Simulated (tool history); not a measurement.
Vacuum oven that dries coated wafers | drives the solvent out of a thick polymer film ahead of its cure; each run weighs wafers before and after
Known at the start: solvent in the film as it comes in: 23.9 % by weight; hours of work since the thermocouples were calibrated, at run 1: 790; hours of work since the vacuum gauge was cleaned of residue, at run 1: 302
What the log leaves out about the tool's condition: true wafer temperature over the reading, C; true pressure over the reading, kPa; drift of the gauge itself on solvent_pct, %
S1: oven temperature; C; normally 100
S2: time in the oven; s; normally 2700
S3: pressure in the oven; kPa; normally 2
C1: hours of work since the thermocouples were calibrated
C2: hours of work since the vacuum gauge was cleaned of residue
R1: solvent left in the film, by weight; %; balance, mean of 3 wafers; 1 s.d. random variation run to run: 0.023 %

run   hour   S1    S2    S3    C1   C2    R1
  1      0  100  2700     2   790  302  3.93
  2   51.4  100  2700     2   815  327  3.93
  3   74.9  100  2700     2   826  338  3.93
  4  117.5  100  2700     2   846  358  3.96
  5  170.3  115  2700     2   872  384  1.04
  6  209.5  115  2700     2   891  402     1
  7  251.7  100  2880     2   911  423  3.55
  8  293.7  100  2700     2   931  443  3.86
  9  348.5  100  2700     2   957  469  3.86
 10  372.2  100  2700  5.01   969  481  5.57
 11  421.5  100  2700  5.01   992  504  5.61
 12    449  100  2700  5.01  1006  517  5.55
 13  485.1  100  2700  5.01  1023  535  5.53
 14  532.7  100  2700  5.01  1046  558   5.6
 15    567  100  2700   3.1  1062  574   4.5
 16    596  100  1560     2  1076  588  7.11
 17  628.5  100  1560     2  1092  604  7.07
 18    659  100  1560     2  1106  618  7.07
 19  687.2  100  2700  1.16  1120  632   3.3
 20  735.9  100  2700  1.16  1143  655  3.31
 21  771.6  100  2700     2  1160  672  3.73
     801.5  -- oven's thermocouples calibrated
 22  805.7  100  2700     2     2  688  4.66
 23  836.6  100  2700     2    17  702  4.63
 24  872.5  100  2700     2    34  720  4.66
 25  908.1  100  3300  1.76    51  737  3.44
 26  950.1  100  3300  1.76    71  757  3.45
 27  998.4  100  2700     2    94  780  4.61

Forecast run 28:
 28  1039.8  100  3540  3.66  114  800   ?

Run 28 produced R1 4.36 %.
The same run, on a tool lacking any hidden state, would have yielded R1 4.27 %.
